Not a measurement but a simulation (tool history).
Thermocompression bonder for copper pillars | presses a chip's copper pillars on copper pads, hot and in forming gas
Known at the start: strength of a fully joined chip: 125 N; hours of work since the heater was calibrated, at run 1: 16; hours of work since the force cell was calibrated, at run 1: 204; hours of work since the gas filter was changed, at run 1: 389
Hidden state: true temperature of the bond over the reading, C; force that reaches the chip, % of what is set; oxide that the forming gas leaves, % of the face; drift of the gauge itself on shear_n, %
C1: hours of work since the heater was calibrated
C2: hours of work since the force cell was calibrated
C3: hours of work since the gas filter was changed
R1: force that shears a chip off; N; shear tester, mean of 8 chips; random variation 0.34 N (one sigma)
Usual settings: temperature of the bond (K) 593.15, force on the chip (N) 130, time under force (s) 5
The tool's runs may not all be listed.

Run 1, hour 0.0: usual settings; C1 16; C2 204; C3 389. Result: R1 42.1 N.
Run 2, hour 51.2: usual settings but temperature of the bond (K) 600.15; C1 52; C2 241; C3 425. Result: R1 45.4 N.
Run 3, hour 91.9: usual settings but temperature of the bond (K) 614.15; C1 81; C2 269; C3 453. Result: R1 52.3 N.
At hour 95.7: forming gas filter changed.
Run 4, hour 149.2: usual settings but temperature of the bond (K) 582.15; C1 121; C2 309; C3 38. Result: R1 39.8 N.
Run 5, hour 192.8: usual settings but temperature of the bond (K) 582.15; C1 152; C2 340; C3 69. Result: R1 39.9 N.
Run 6, hour 249.5: usual settings but temperature of the bond (K) 582.15; C1 192; C2 380; C3 109. Result: R1 39.7 N.
Run 7, hour 288.2: usual settings but temperature of the bond (K) 620.15; C1 219; C2 407; C3 136. Result: R1 59.1 N.
Run 8, hour 323.0: usual settings; C1 243; C2 432; C3 160. Result: R1 43.7 N.
Run 9, hour 375.3: usual settings; C1 280; C2 469; C3 197. Result: R1 44.7 N.
Run 10, hour 409.3: usual settings; C1 304; C2 493; C3 221. Result: R1 44.7 N.
Run 11, hour 450.2: usual settings; C1 333; C2 522; C3 250. Result: R1 44.7 N.
Run 12, hour 509.2: usual settings; C1 375; C2 563; C3 292. Result: R1 44.2 N.
Run 13, hour 534.0: usual settings; C1 392; C2 581; C3 309. Result: R1 44.0 N.
Run 14, hour 567.2: usual settings; C1 416; C2 604; C3 333. Result: R1 44.0 N.
Run 15, hour 603.8: usual settings; C1 441; C2 630; C3 358. Result: R1 43.6 N.
Run 16, hour 645.3: usual settings but temperature of the bond (K) 584.15; C1 471; C2 659; C3 388. Result: R1 39.6 N.
Run 17, hour 693.4: usual settings but temperature of the bond (K) 584.15; C1 505; C2 693; C3 422. Result: R1 39.4 N.
At hour 741.0: forming gas filter changed.
Run 18, hour 747.9: usual settings but temperature of the bond (K) 619.15, force on the chip (N) 84, time under force (s) 12; C1 543; C2 731; C3 5. Result: R1 67.2 N.
Run 19, hour 799.5: usual settings but force on the chip (N) 109, time under force (s) 9; C1 579; C2 768; C3 41. Result: R1 53.7 N.
Run 20, hour 845.5: usual settings but force on the chip (N) 109, time under force (s) 9; C1 612; C2 800; C3 74. Result: R1 54.0 N.
At hour 886.7: heater calibrated with a thermocouple chip.
Run 21, hour 886.7: usual settings but temperature of the bond (K) 563.15, force on the chip (N) 161, time under force (s) 4; C1 0; C2 828; C3 101. Result: R1 30.2 N.
Run 22, hour 935.6: usual settings but temperature of the bond (K) 566.15, force on the chip (N) 182; C1 35; C2 862; C3 136. Result: R1 36.8 N.
Run 23, hour 976.6: usual settings but temperature of the bond (K) 591.15, force on the chip (N) 175; C1 63; C2 891; C3 165. Result: R1 48.9 N.
Run 24, hour 1025.4: usual settings but temperature of the bond (K) 581.15, force on the chip (N) 148, time under force (s) 4; C1 98; C2 926; C3 199. Result: R1 36.3 N.
Run 25, hour 1060.7: usual settings but time under force (s) 3; C1 123; C2 951; C3 224. Result: R1 34.4 N.
Run 26, hour 1100.6: usual settings but time under force (s) 3; C1 151; C2 979; C3 252. Result: R1 34.1 N.
Run 27, hour 1139.8: usual settings but force on the chip (N) 117; C1 179; C2 1006; C3 280. Result: R1 39.8 N.
Run 28, hour 1194.0: usual settings but force on the chip (N) 124; C1 217; C2 1045; C3 318. Result: R1 41.0 N.
Run 29, hour 1221.8: usual settings but force on the chip (N) 92; C1 236; C2 1064; C3 338. Result: R1 34.7 N.

4 ways to go on from here, each from the tool as it stands after run 29. What would each give?
Run A, hour 1252.5: usual settings but temperature of the bond (K) 613.15, force on the chip (N) 80, time under force (s) 3; C1 258; C2 1086; C3 359. Result: R1 ?.
Run B, hour 1252.5: usual settings but temperature of the bond (K) 586.15, force on the chip (N) 124; C1 258; C2 1086; C3 359. Result: R1 ?.
Run C, hour 1252.5: usual settings but force on the chip (N) 100; C1 258; C2 1086; C3 359. Result: R1 ?.
Run D, hour 1252.5: usual settings but temperature of the bond (K) 592.15; C1 258; C2 1086; C3 359. Result: R1 ?.

run    R1
  A  32.5
  B  37.8
  C  36.3
  D  40.7
Without the tool's hidden state the same runs would have given:
run    R1
  A  35.5
  B  41.2
  C  39.6
  D  44.4
